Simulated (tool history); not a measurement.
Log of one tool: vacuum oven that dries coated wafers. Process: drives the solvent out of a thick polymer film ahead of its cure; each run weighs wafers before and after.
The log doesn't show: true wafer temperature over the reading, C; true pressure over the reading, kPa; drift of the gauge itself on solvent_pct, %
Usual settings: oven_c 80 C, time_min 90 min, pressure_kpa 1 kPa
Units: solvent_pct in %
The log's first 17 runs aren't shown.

| run | hour | oven_c | time_min | pressure_kpa | hours of work since the thermocouples were calibrated | hours of work since the vacuum gauge was cleaned of residue | solvent_pct |
|---|---|---|---|---|---|---|---|
| 18 | 206.7 | 80 | 71 | 1 | 10 | 233 | 2.06 |
| 19 | 216 | 80 | 71 | 1 | 17 | 239 | 2.08 |
| 20 | 226.1 | 70 | 71 | 1 | 24 | 246 | 5.15 |
| 21 | 236.4 | 70 | 71 | 1 | 31 | 253 | 5.17 |
| 22 | 252 | 80 | 97 | 1.25 | 42 | 264 | 1.41 |
| 23 | 262 | 80 | 90 | 2.56 | 49 | 271 | 2.06 |
| 24 | 278.7 | 80 | 90 | 2.56 | 61 | 283 | 2.16 |
| 25 | 294.1 | 80 | 78 | 2.51 | 71 | 294 | 2.42 |
| 26 | 308.9 | 80 | 78 | 2.51 | 82 | 304 | 2.48 |
| 27 | 323.8 | 80 | 78 | 2.51 | 92 | 314 | 2.49 |
| 28 | 340.3 | 80 | 67 | 0.51 | 104 | 326 | 2.14 |
| 29 | 354.8 | 80 | 67 | 0.51 | 114 | 336 | 2.16 |
| 30 | 367.4 | 91 | 112 | 1.51 | 123 | 345 | 0.61 |
| 31 | 380.8 | 80 | 70 | 1 | 132 | 354 | 2.19 |
| 32 | 388.4 | 77 | 90 | 1 | 137 | 360 | 1.99 |
| 33 | 401.3 | 77 | 90 | 1 | 146 | 369 | 2.05 |

Forecast run 34:
| 34 | 410.2 | 80 | 90 | 0.55 | 153 | 375 | ? |

Run 34 gave solvent_pct 1.27 %.
Without the tool's hidden state the same run would have given solvent_pct 1.18 %.
